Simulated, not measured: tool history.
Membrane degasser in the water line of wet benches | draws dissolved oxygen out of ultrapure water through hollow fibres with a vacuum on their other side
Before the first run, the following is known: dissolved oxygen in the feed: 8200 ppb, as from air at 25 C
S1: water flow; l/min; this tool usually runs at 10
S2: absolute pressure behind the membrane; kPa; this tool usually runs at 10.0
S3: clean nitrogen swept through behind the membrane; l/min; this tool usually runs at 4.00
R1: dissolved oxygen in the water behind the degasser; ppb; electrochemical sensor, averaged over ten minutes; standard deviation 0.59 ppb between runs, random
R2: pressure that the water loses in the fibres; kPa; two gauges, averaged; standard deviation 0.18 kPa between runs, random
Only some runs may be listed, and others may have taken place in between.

run,hour,S1,S2,S3,R1,R2
1,0.0,10,10.0,4.00,53.7,32.70
2,180.5,10,10.0,4.00,55.7,32.25
3,391.4,10,22.3,4.00,132.5,31.99
4,601.6,10,22.3,4.00,128.9,32.49
5,799.4,10,22.3,4.00,133.6,32.42
6,986.6,10,10.0,4.00,55.9,32.44
# hour 1250.2: vacuum gauge calibrated
7,1302.2,10,10.0,4.00,55.8,32.31
8,1595.5,10,10.0,4.00,55.5,32.66
9,1824.8,10,10.0,4.00,55.4,32.53
10,1982.6,10,10.0,4.00,55.2,32.46
# hour 2117.3: vacuum gauge calibrated, once more
11,2212.8,10,10.0,4.00,55.3,32.39
12,2472.3,10,10.0,4.00,55.0,32.41
13,2793.0,10,10.0,4.00,55.6,32.73
14,3033.7,10,10.0,4.00,56.6,32.89
15,3297.3,13,21.8,5.52,134.3,42.81
# hour 3359.3: seals of the vacuum lines changed
16,3452.1,13,11.4,4.00,89.1,42.03
17,3646.7,7,7.2,7.38,14.4,22.76
18,3930.0,10,6.5,4.00,33.9,32.85
19,4094.4,8,14.1,4.00,61.9,26.54
20,4291.5,8,9.2,1.65,81.0,26.41
21,4604.2,14,14.8,9.44,73.7,46.10
22,4816.7,14,12.3,9.44,63.9,46.42
23,5139.7,10,23.6,4.00,142.0,33.09

Below are 5 alternative next runs, each starting from the tool's condition after run 23. Predict each:
A,5456.7,14,10.0,2.84,?,?
B,5456.7,7,23.6,4.00,?,?
C,5456.7,6,6.8,2.79,?,?
D,5456.7,10,8.5,3.47,?,?
E,5456.7,11,23.9,4.00,?,?

run,R1,R2
A,111.8,46.36
B,96.1,23.38
C,22.3,20.01
D,52.3,33.20
E,158.3,36.47
With the hidden condition removed and each run's random variation left untouched, the same runs would have given:
run,R1,R2
A,102.3,44.00
B,92.2,22.20
C,20.4,19.01
D,47.4,31.52
E,151.2,34.61
